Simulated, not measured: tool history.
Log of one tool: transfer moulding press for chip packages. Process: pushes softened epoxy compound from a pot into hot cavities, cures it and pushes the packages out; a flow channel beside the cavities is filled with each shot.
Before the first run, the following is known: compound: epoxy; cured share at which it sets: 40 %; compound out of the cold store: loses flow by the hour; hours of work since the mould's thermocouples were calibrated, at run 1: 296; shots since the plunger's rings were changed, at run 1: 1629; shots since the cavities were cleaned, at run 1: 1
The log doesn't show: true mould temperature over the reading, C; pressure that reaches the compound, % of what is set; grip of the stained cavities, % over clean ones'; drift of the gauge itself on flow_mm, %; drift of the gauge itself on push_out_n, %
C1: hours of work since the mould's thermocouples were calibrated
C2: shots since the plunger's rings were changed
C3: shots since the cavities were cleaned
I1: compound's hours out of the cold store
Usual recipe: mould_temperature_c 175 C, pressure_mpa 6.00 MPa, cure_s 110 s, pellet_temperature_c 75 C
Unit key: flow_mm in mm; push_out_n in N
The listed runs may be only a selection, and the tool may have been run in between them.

run 1 hour=0.0 | mould_temperature_c=175 pressure_mpa=6.00 cure_s=110 pellet_temperature_c=75 | C1=296 C2=1629 C3=1 | I1=34.7 | flow_mm=595 push_out_n=280
run 2 hour=53.7 | mould_temperature_c=174 pressure_mpa=6.00 cure_s=110 pellet_temperature_c=75 | C1=336 C2=2249 C3=621 | I1=11.6 | flow_mm=638 push_out_n=414
-- hour=65.3 cavities cleaned with cleaning compound and waxed
-- hour=131.5 cavities cleaned with cleaning compound and waxed
run 3 hour=139.6 | mould_temperature_c=174 pressure_mpa=6.00 cure_s=110 pellet_temperature_c=75 | C1=399 C2=3209 C3=94 | I1=28.8 | flow_mm=601 push_out_n=298
-- hour=200.2 cavities cleaned with cleaning compound and waxed
run 4 hour=222.1 | mould_temperature_c=174 pressure_mpa=6.00 cure_s=110 pellet_temperature_c=75 | C1=460 C2=4145 C3=253 | I1=18.7 | flow_mm=606 push_out_n=330
-- hour=268.9 cavities cleaned with cleaning compound and waxed
-- hour=282.5 plunger's sealing rings changed
run 5 hour=306.4 | mould_temperature_c=175 pressure_mpa=6.00 cure_s=103 pellet_temperature_c=75 | C1=520 C2=276 C3=404 | I1=31.4 | flow_mm=630 push_out_n=390
-- hour=338.8 cavities cleaned with cleaning compound and waxed
run 6 hour=370.1 | mould_temperature_c=175 pressure_mpa=6.00 cure_s=128 pellet_temperature_c=75 | C1=567 C2=996 C3=361 | I1=25.2 | flow_mm=626 push_out_n=307
-- hour=406.4 cavities cleaned with cleaning compound and waxed
run 7 hour=409.3 | mould_temperature_c=175 pressure_mpa=6.00 cure_s=103 pellet_temperature_c=75 | C1=596 C2=1432 C3=33 | I1=39.0 | flow_mm=597 push_out_n=300
-- hour=476.7 cavities cleaned with cleaning compound and waxed
run 8 hour=488.5 | mould_temperature_c=175 pressure_mpa=6.00 cure_s=103 pellet_temperature_c=75 | C1=654 C2=2331 C3=137 | I1=36.1 | flow_mm=590 push_out_n=341
-- hour=545.0 cavities cleaned with cleaning compound and waxed
run 9 hour=554.8 | mould_temperature_c=175 pressure_mpa=6.00 cure_s=103 pellet_temperature_c=75 | C1=703 C2=3081 C3=114 | I1=35.7 | flow_mm=580 push_out_n=331
run 10 hour=600.7 | mould_temperature_c=175 pressure_mpa=6.00 cure_s=103 pellet_temperature_c=75 | C1=738 C2=3612 C3=645 | I1=11.2 | flow_mm=637 push_out_n=471
-- hour=611.6 mould's thermocouples calibrated
-- hour=613.1 cavities cleaned with cleaning compound and waxed
run 11 hour=668.0 | mould_temperature_c=175 pressure_mpa=6.00 cure_s=103 pellet_temperature_c=75 | C1=41 C2=4350 C3=636 | I1=25.5 | flow_mm=596 push_out_n=403
-- hour=680.7 cavities cleaned with cleaning compound and waxed
-- hour=708.6 plunger's sealing rings changed
run 12 hour=739.6 | mould_temperature_c=175 pressure_mpa=6.00 cure_s=103 pellet_temperature_c=75 | C1=92 C2=358 C3=651 | I1=25.6 | flow_mm=630 push_out_n=415
-- hour=748.3 cavities cleaned with cleaning compound and waxed
run 13 hour=791.6 | mould_temperature_c=175 pressure_mpa=6.00 cure_s=103 pellet_temperature_c=75 | C1=130 C2=943 C3=501 | I1=24.0 | flow_mm=631 push_out_n=392
-- hour=812.5 cavities cleaned with cleaning compound and waxed
run 14 hour=838.3 | mould_temperature_c=169 pressure_mpa=6.00 cure_s=113 pellet_temperature_c=66 | C1=164 C2=1466 C3=299 | I1=19.1 | flow_mm=647 push_out_n=466
-- hour=877.8 cavities cleaned with cleaning compound and waxed
run 15 hour=883.4 | mould_temperature_c=181 pressure_mpa=6.34 cure_s=149 pellet_temperature_c=69 | C1=197 C2=1970 C3=65 | I1=43.2 | flow_mm=580 push_out_n=223
run 16 hour=927.0 | mould_temperature_c=181 pressure_mpa=6.34 cure_s=149 pellet_temperature_c=69 | C1=230 C2=2475 C3=570 | I1=24.2 | flow_mm=613 push_out_n=297
-- hour=945.5 cavities cleaned with cleaning compound and waxed
run 17 hour=963.7 | mould_temperature_c=175 pressure_mpa=6.00 cure_s=116 pellet_temperature_c=75 | C1=257 C2=2882 C3=211 | I1=36.5 | flow_mm=576 push_out_n=295
run 18 hour=1006.4 | mould_temperature_c=175 pressure_mpa=6.00 cure_s=116 pellet_temperature_c=75 | C1=289 C2=3376 C3=705 | I1=17.2 | flow_mm=617 push_out_n=366
-- hour=1013.7 cavities cleaned with cleaning compound and waxed
-- hour=1082.0 cavities cleaned with cleaning compound and waxed
run 19 hour=1087.2 | mould_temperature_c=175 pressure_mpa=6.38 cure_s=119 pellet_temperature_c=69 | C1=348 C2=4276 C3=60 | I1=18.3 | flow_mm=627 push_out_n=267
run 20 hour=1128.2 | mould_temperature_c=175 pressure_mpa=6.38 cure_s=119 pellet_temperature_c=69 | C1=378 C2=4750 C3=534 | I1=44.3 | flow_mm=569 push_out_n=329
-- hour=1134.9 plunger's sealing rings changed
-- hour=1149.4 cavities cleaned with cleaning compound and waxed
run 21 hour=1209.8 | mould_temperature_c=172 pressure_mpa=5.08 cure_s=107 pellet_temperature_c=84 | C1=437 C2=849 C3=699 | I1=44.4 | flow_mm=546 push_out_n=438
-- hour=1216.2 cavities cleaned with cleaning compound and waxed
run 22 hour=1260.4 | mould_temperature_c=178 pressure_mpa=5.08 cure_s=107 pellet_temperature_c=69 | C1=474 C2=1417 C3=512 | I1=25.3 | flow_mm=563 push_out_n=347
-- hour=1281.5 cavities cleaned with cleaning compound and waxed
run 23 hour=1319.3 | mould_temperature_c=175 pressure_mpa=5.58 cure_s=136 pellet_temperature_c=75 | C1=517 C2=2081 C3=437 | I1=44.8 | flow_mm=557 push_out_n=303
-- hour=1348.8 cavities cleaned with cleaning compound and waxed
run 24 hour=1369.6 | mould_temperature_c=181 pressure_mpa=4.90 cure_s=129 pellet_temperature_c=70 | C1=554 C2=2645 C3=241 | I1=40.2 | flow_mm=513 push_out_n=272
-- hour=1413.0 cavities cleaned with cleaning compound and waxed
run 25 hour=1422.8 | mould_temperature_c=181 pressure_mpa=4.90 cure_s=129 pellet_temperature_c=70 | C1=593 C2=3243 C3=114 | I1=35.7 | flow_mm=518 push_out_n=244
-- hour=1481.5 cavities cleaned with cleaning compound and waxed
run 26 hour=1490.4 | mould_temperature_c=175 pressure_mpa=6.00 cure_s=92 pellet_temperature_c=72 | C1=643 C2=4007 C3=102 | I1=32.8 | flow_mm=580 push_out_n=429

A few steps of flow_mm between consecutive runs. Split each: what settings, incoming material and random variation would produce without the hidden state, and what is left over for the hidden state, along with gauge scatter present in only one of the two compared results (measured, and without hidden state):
Run 4 -> 5: mould_temperature_c 174 -> 175, cure_s 110 -> 103, cavities cleaned with cleaning compound and waxed, plunger's sealing rings changed. flow_mm +24 mm: hidden state +41, all else -17.
Run 11 -> 12: cavities cleaned with cleaning compound and waxed, plunger's sealing rings changed. flow_mm +34 mm: hidden state +41, all else -7.
Run 14 -> 15: mould_temperature_c 169 -> 181, pressure_mpa 6.00 -> 6.34, cure_s 113 -> 149, pellet_temperature_c 66 -> 69, cavities cleaned with cleaning compound and waxed. flow_mm -67 mm: hidden state -4, all else -63.
Run 25 -> 26: mould_temperature_c 181 -> 175, pressure_mpa 4.90 -> 6.00, cure_s 129 -> 92, pellet_temperature_c 70 -> 72, cavities cleaned with cleaning compound and waxed. flow_mm +62 mm: hidden state -10, all else +72.
